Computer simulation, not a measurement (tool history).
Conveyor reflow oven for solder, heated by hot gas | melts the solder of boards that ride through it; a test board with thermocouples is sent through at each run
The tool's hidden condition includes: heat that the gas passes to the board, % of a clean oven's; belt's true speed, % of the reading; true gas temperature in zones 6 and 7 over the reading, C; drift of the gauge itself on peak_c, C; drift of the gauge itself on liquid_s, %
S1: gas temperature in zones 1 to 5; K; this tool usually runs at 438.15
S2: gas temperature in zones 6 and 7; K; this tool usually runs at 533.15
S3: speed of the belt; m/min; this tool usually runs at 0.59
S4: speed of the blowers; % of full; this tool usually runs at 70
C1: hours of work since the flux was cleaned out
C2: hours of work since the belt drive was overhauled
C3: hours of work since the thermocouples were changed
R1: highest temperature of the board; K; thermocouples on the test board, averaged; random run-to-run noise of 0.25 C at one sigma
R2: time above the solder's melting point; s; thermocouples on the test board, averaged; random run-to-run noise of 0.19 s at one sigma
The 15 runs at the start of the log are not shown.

-- hour=353.9 flux residue cleaned out of gas plates and filters
run 16 hour=365.5 | S1=438.15 S2=538.15 S3=0.631 S4=65 | C1=7 C2=157 C3=491 | R1=522.55 R2=44.7
run 17 hour=379.7 | S1=438.15 S2=545.15 S3=0.631 S4=79 | C1=15 C2=165 C3=499 | R1=531.85 R2=51.3
run 18 hour=408.5 | S1=438.15 S2=545.15 S3=0.631 S4=79 | C1=32 C2=182 C3=516 | R1=531.55 R2=50.9
run 19 hour=439.9 | S1=436.15 S2=545.15 S3=0.631 S4=80 | C1=51 C2=201 C3=535 | R1=531.25 R2=50.7
run 20 hour=458.4 | S1=427.15 S2=545.15 S3=0.631 S4=80 | C1=62 C2=212 C3=546 | R1=529.95 R2=47.7
run 21 hour=488.6 | S1=427.15 S2=545.15 S3=0.631 S4=80 | C1=80 C2=230 C3=564 | R1=530.15 R2=47.5
run 22 hour=504.7 | S1=425.15 S2=535.15 S3=0.689 S4=70 | C1=90 C2=239 C3=573 | R1=514.75 R2=32.3
run 23 hour=537.5 | S1=439.15 S2=543.15 S3=0.7 S4=69 | C1=109 C2=259 C3=593 | R1=523.65 R2=41.2
run 24 hour=562.8 | S1=438.15 S2=548.15 S3=0.684 S4=70 | C1=124 C2=274 C3=608 | R1=528.55 R2=45
run 25 hour=578.2 | S1=438.15 S2=532.15 S3=0.684 S4=69 | C1=133 C2=283 C3=617 | R1=514.75 R2=35.9
run 26 hour=608.8 | S1=451.15 S2=526.15 S3=0.533 S4=69 | C1=151 C2=301 C3=635 | R1=518.95 R2=57.6
run 27 hour=624.5 | S1=438.15 S2=533.15 S3=0.59 S4=52 | C1=161 C2=311 C3=645 | R1=516.25 R2=42.3
run 28 hour=651.3 | S1=438.15 S2=533.15 S3=0.59 S4=52 | C1=177 C2=327 C3=661 | R1=516.35 R2=42.8
run 29 hour=675.3 | S1=438.15 S2=533.15 S3=0.59 S4=52 | C1=191 C2=341 C3=675 | R1=516.65 R2=42.7
run 30 hour=689.5 | S1=449.15 S2=533.15 S3=0.569 S4=70 | C1=199 C2=349 C3=683 | R1=523.15 R2=55.8

Below are 4 alternative next runs, each starting from the tool's condition after run 30. Predict each:
run A hour=706.3 | S1=430.15 S2=533.15 S3=0.703 S4=70 | C1=209 C2=359 C3=693 | R1=? R2=?
run B hour=706.3 | S1=424.15 S2=533.15 S3=0.501 S4=70 | C1=209 C2=359 C3=693 | R1=? R2=?
run C hour=706.3 | S1=427.15 S2=525.15 S3=0.569 S4=70 | C1=209 C2=359 C3=693 | R1=? R2=?
run D hour=706.3 | S1=443.15 S2=523.15 S3=0.637 S4=70 | C1=209 C2=359 C3=693 | R1=? R2=?

run=A R1=512.45 R2=30.6
run=B R1=523.25 R2=56.4
run=C R1=512.55 R2=39.8
run=D R1=510.55 R2=36.4
Without the tool's hidden state the same runs would have given:
run=A R1=512.05 R2=30.5
run=B R1=522.15 R2=55.7
run=C R1=511.55 R2=39.2
run=D R1=509.55 R2=35.7
